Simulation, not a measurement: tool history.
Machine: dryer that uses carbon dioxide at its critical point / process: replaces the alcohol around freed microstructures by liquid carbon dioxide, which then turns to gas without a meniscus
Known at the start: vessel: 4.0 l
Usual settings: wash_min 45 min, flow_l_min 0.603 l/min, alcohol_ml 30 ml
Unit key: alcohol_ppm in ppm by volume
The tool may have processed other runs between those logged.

run,hour,wash_min,flow_l_min,alcohol_ml,alcohol_ppm
1,0.0,45,0.603,30,23
2,11.9,45,0.603,30,16
3,19.1,45,0.603,27,19
4,31.7,45,0.603,27,19
5,46.6,45,0.603,27,21
6,62.4,45,0.603,30,20
7,78.1,45,0.603,30,19
8,90.0,45,0.603,30,21
9,102.9,45,0.417,30,94
10,115.3,45,0.603,30,24
11,128.5,45,0.603,30,25
12,138.4,30,0.603,30,120
13,146.3,45,0.603,30,24
14,154.4,45,0.603,30,24
15,171.8,45,0.603,30,25
16,179.0,45,0.603,35,30
17,188.8,45,0.603,35,30
18,206.0,45,0.603,35,30
19,221.1,45,0.603,35,30
20,238.3,45,0.603,35,31
21,254.4,45,0.603,35,33
22,263.8,45,0.603,35,36
23,272.8,45,0.603,35,36
24,280.7,45,0.603,30,33
25,289.6,45,0.603,30,30
26,303.0,45,0.603,30,32
27,316.4,45,0.421,116,412
28,326.7,28,0.373,97,2292
29,339.4,35,0.682,97,138
30,352.3,46,0.485,29,67
31,367.7,54,0.496,40,40
32,384.5,54,0.496,40,45
33,393.2,42,0.394,30,207
34,402.0,29,0.544,53,421
# hour 403.8: inlet filter changed
35,415.2,29,0.544,53,290
36,432.0,29,0.544,53,296
37,441.5,29,0.544,53,301
38,451.8,29,0.531,43,268
39,467.4,45,0.373,92,395
40,476.2,61,0.755,31,22

What will run 41 give?
41,488.8,45,0.500,30,?

alcohol_ppm: 54 ppm by volume
Were there no unlogged condition in the tool, this run, its random variation unchanged, would have produced alcohol_ppm 33 ppm by volume.
